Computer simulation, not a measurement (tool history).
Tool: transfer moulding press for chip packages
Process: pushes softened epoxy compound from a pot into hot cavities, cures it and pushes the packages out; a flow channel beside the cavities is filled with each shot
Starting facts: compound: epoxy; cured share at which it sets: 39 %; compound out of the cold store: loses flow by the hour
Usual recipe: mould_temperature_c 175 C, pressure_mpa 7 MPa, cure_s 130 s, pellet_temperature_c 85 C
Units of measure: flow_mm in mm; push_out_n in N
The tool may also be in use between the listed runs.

run,hour,mould_temperature_c,pressure_mpa,cure_s,pellet_temperature_c,incoming compound's hours out of the cold store,flow_mm,push_out_n
1,0,175,7,130,85,45.3,880,172
# hour 5.2: plunger's sealing rings changed
2,11.7,175,7,130,85,14.2,946,175
3,19.7,175,7,119,85,11.1,948,201
4,27.4,170,7,119,85,41.2,904,236
5,40.2,170,7,119,85,47,885,226
# hour 45.3: cavities cleaned with cleaning compound and waxed
6,54.2,170,7,114,85,46.7,896,241
7,62.9,175,7,130,94,29.6,905,165
8,74,175,7,130,94,10.5,945,173
9,83.7,175,7,130,94,11.5,941,173
10,96.7,175,8.76,130,85,20.9,1024,180
11,104.6,175,8.76,130,85,11.6,1057,170
12,119.6,175,7,125,85,33.7,897,177
13,130.8,175,7,125,85,42.5,867,181
# hour 136.1: cavities cleaned with cleaning compound and waxed
14,142.5,175,7,125,85,15.1,944,181
15,156.3,178,6.93,134,79,8.1,940,169
16,172.8,178,6.93,134,79,44,863,158
17,180.2,182,6.4,150,94,40.7,814,163

What does the tool deliver on the next run?
18,194,182,6.4,150,94,36.3,?,?

{"run 18": {"flow_mm": 818, "push_out_n": 165}}
Without the tool's hidden state the same run would have given flow_mm 818 mm, push_out_n 162 N.
